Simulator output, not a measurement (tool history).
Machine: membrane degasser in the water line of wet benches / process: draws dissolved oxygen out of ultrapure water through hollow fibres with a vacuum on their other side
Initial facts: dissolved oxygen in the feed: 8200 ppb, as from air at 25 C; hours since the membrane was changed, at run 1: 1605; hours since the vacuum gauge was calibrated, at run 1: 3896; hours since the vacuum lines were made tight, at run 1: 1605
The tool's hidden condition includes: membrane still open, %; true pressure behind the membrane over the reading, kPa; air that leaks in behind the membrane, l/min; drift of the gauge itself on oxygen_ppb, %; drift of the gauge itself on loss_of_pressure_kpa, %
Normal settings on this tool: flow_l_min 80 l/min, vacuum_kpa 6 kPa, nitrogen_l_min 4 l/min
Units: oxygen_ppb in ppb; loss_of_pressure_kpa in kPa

run,day,flow_l_min,vacuum_kpa,nitrogen_l_min,hours since the membrane was changed,hours since the vacuum gauge was calibrated,hours since the vacuum lines were made tight,oxygen_ppb,loss_of_pressure_kpa
1,0,80,6,4,1605,3896,1605,135.5,53.02
2,5.558,80,6,4,1738,4029,1738,137.8,52.93
3,11.05,80,6,4,1870,4161,1870,133.3,52.78
4,16.788,80,6,4,2008,4299,2008,132.8,53.13
5,26.258,80,6,4,2235,4526,2235,136.8,52.86
6,35.75,80,6,5.68,2463,4754,2463,101.4,52.97
7,43.392,80,6,5.68,2647,4937,2647,101.4,53.18
8,51.696,109,6,5.68,2846,5137,2846,155.9,72.39
# day 58.383: seals of the vacuum lines changed
9,59.208,109,6,5.68,3024,5315,20,155,72.83
10,65.262,109,6,5.68,3169,5460,165,157.6,72.54
11,73.783,117,10.49,5.68,3374,5665,370,372.5,78.18
12,80.708,117,10.49,5.68,3540,5831,536,372.9,77.75

Forecast run 13:
13,85.617,112,9.38,5.68,3658,5949,654,?,?

Run 13 gave oxygen_ppb 303.7 ppb, loss_of_pressure_kpa 75.61 kPa.
Were there no unlogged condition in the tool, this run, its random variation unchanged, would have produced oxygen_ppb 303.6 ppb, loss_of_pressure_kpa 74.84 kPa.
